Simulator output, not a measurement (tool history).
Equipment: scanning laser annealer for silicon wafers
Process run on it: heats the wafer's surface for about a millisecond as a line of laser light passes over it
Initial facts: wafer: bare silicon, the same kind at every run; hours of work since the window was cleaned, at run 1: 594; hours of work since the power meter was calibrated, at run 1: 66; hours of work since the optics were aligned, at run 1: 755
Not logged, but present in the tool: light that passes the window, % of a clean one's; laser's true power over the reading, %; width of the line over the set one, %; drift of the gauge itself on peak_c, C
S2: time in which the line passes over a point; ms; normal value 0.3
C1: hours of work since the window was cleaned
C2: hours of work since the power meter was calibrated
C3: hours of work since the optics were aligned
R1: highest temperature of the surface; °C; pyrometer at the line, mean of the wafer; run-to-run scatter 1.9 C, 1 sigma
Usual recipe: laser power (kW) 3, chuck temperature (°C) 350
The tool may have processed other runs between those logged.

run 1 hour=0 | laser_power_(kW)=3 S2=0.3 chuck_temperature_(°C)=350 | C1=594 C2=66 C3=755 | R1=1100
run 2 hour=26.1 | laser_power_(kW)=3 S2=0.3 chuck_temperature_(°C)=350 | C1=613 C2=85 C3=775 | R1=1098
run 3 hour=42.9 | laser_power_(kW)=3 S2=0.3 chuck_temperature_(°C)=350 | C1=626 C2=98 C3=788 | R1=1096
run 4 hour=72.9 | laser_power_(kW)=3 S2=0.308 chuck_temperature_(°C)=350 | C1=649 C2=121 C3=811 | R1=1104
run 5 hour=100 | laser_power_(kW)=3 S2=0.308 chuck_temperature_(°C)=350 | C1=669 C2=141 C3=831 | R1=1104
run 6 hour=115.8 | laser_power_(kW)=3 S2=0.308 chuck_temperature_(°C)=350 | C1=681 C2=153 C3=843 | R1=1109
run 7 hour=142.7 | laser_power_(kW)=2.706 S2=0.355 chuck_temperature_(°C)=330 | C1=702 C2=174 C3=864 | R1=1043
run 8 hour=172.9 | laser_power_(kW)=3 S2=0.23 chuck_temperature_(°C)=361 | C1=725 C2=197 C3=887 | R1=996
run 9 hour=194.2 | laser_power_(kW)=3 S2=0.23 chuck_temperature_(°C)=361 | C1=741 C2=213 C3=903 | R1=999
run 10 hour=226.5 | laser_power_(kW)=2.885 S2=0.222 chuck_temperature_(°C)=348 | C1=765 C2=237 C3=927 | R1=940

For run 11, what comes out?
run 11 hour=257.6 | laser_power_(kW)=2.829 S2=0.218 chuck_temperature_(°C)=350 | C1=789 C2=261 C3=951 | R1=?

R1: 922 °C
Without the tool's hidden state the same run would have given R1 956 °C.
